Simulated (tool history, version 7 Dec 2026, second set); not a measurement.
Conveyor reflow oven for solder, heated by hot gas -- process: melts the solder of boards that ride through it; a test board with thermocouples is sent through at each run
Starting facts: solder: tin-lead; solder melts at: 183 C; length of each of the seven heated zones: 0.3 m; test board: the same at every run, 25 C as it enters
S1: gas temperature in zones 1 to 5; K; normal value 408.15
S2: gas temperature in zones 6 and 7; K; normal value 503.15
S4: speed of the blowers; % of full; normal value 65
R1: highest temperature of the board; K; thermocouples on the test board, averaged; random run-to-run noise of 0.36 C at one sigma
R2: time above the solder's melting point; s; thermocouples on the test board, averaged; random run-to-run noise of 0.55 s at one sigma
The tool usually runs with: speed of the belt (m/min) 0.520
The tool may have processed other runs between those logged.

{"run": 1, "hour": 0.0, "S1": 408.15, "S2": 503.15, "speed of the belt (m/min)": 0.52, "S4": 65, "R1": 484.15, "R2": 45.6}
{"run": 2, "hour": 34.8, "S1": 408.15, "S2": 503.15, "speed of the belt (m/min)": 0.52, "S4": 65, "R1": 483.45, "R2": 45.9}
{"run": 3, "hour": 88.2, "S1": 411.15, "S2": 503.15, "speed of the belt (m/min)": 0.52, "S4": 65, "R1": 483.35, "R2": 46.6}
{"run": 4, "hour": 128.9, "S1": 408.15, "S2": 503.15, "speed of the belt (m/min)": 0.514, "S4": 65, "R1": 483.95, "R2": 45.0}
{"run": 5, "hour": 163.6, "S1": 408.15, "S2": 503.15, "speed of the belt (m/min)": 0.576, "S4": 65, "R1": 478.85, "R2": 36.4}
{"hour": 204.2, "done": "flux residue cleaned out of gas plates and filters"}
{"run": 6, "hour": 206.6, "S1": 409.15, "S2": 503.15, "speed of the belt (m/min)": 0.52, "S4": 65, "R1": 486.35, "R2": 48.9}
{"run": 7, "hour": 260.5, "S1": 409.15, "S2": 503.15, "speed of the belt (m/min)": 0.52, "S4": 65, "R1": 485.75, "R2": 48.8}
{"run": 8, "hour": 315.4, "S1": 408.15, "S2": 503.15, "speed of the belt (m/min)": 0.52, "S4": 64, "R1": 485.55, "R2": 47.2}
{"run": 9, "hour": 376.3, "S1": 408.15, "S2": 503.15, "speed of the belt (m/min)": 0.52, "S4": 64, "R1": 484.95, "R2": 46.6}
{"run": 10, "hour": 414.9, "S1": 408.15, "S2": 491.15, "speed of the belt (m/min)": 0.52, "S4": 65, "R1": 474.65, "R2": 36.8}
{"run": 11, "hour": 484.8, "S1": 408.15, "S2": 491.15, "speed of the belt (m/min)": 0.52, "S4": 65, "R1": 475.35, "R2": 37.4}
{"run": 12, "hour": 520.4, "S1": 422.15, "S2": 491.15, "speed of the belt (m/min)": 0.52, "S4": 56, "R1": 474.95, "R2": 41.8}
{"run": 13, "hour": 554.6, "S1": 399.15, "S2": 491.15, "speed of the belt (m/min)": 0.52, "S4": 80, "R1": 475.65, "R2": 36.2}
{"run": 14, "hour": 604.8, "S1": 399.15, "S2": 505.15, "speed of the belt (m/min)": 0.52, "S4": 55, "R1": 480.45, "R2": 39.0}
{"run": 15, "hour": 682.4, "S1": 399.15, "S2": 505.15, "speed of the belt (m/min)": 0.52, "S4": 55, "R1": 479.65, "R2": 39.5}
{"run": 16, "hour": 718.7, "S1": 399.15, "S2": 505.15, "speed of the belt (m/min)": 0.52, "S4": 55, "R1": 480.55, "R2": 39.2}
{"hour": 742.3, "done": "flux residue cleaned out of gas plates and filters"}
{"run": 17, "hour": 789.0, "S1": 399.15, "S2": 505.15, "speed of the belt (m/min)": 0.52, "S4": 55, "R1": 483.75, "R2": 42.6}
{"run": 18, "hour": 849.7, "S1": 399.15, "S2": 505.15, "speed of the belt (m/min)": 0.52, "S4": 55, "R1": 484.35, "R2": 43.6}
{"run": 19, "hour": 896.7, "S1": 409.15, "S2": 515.15, "speed of the belt (m/min)": 0.52, "S4": 64, "R1": 496.65, "R2": 58.5}
{"run": 20, "hour": 962.7, "S1": 405.15, "S2": 503.15, "speed of the belt (m/min)": 0.52, "S4": 65, "R1": 485.75, "R2": 47.4}
{"run": 21, "hour": 1014.3, "S1": 411.15, "S2": 505.15, "speed of the belt (m/min)": 0.487, "S4": 57, "R1": 489.45, "R2": 55.5}

Forecast each of these 4 alternatives for the next run:
{"run": "A", "hour": 1062.3, "S1": 411.15, "S2": 505.15, "speed of the belt (m/min)": 0.59, "S4": 73, "R1": "?", "R2": "?"}
{"run": "B", "hour": 1062.3, "S1": 403.15, "S2": 512.15, "speed of the belt (m/min)": 0.487, "S4": 75, "R1": "?", "R2": "?"}
{"run": "C", "hour": 1062.3, "S1": 411.15, "S2": 504.15, "speed of the belt (m/min)": 0.467, "S4": 65, "R1": "?", "R2": "?"}
{"run": "D", "hour": 1062.3, "S1": 411.15, "S2": 505.15, "speed of the belt (m/min)": 0.483, "S4": 57, "R1": "?", "R2": "?"}

run=A R1=486.25 R2=44.3
run=B R1=498.25 R2=60.6
run=C R1=491.45 R2=61.3
run=D R1=488.75 R2=57.6
Take away the tool's hidden state, keep each run's random variation, and the runs would have read:
run=A R1=484.55 R2=41.7
run=B R1=496.25 R2=57.5
run=C R1=489.15 R2=57.6
run=D R1=486.35 R2=53.8

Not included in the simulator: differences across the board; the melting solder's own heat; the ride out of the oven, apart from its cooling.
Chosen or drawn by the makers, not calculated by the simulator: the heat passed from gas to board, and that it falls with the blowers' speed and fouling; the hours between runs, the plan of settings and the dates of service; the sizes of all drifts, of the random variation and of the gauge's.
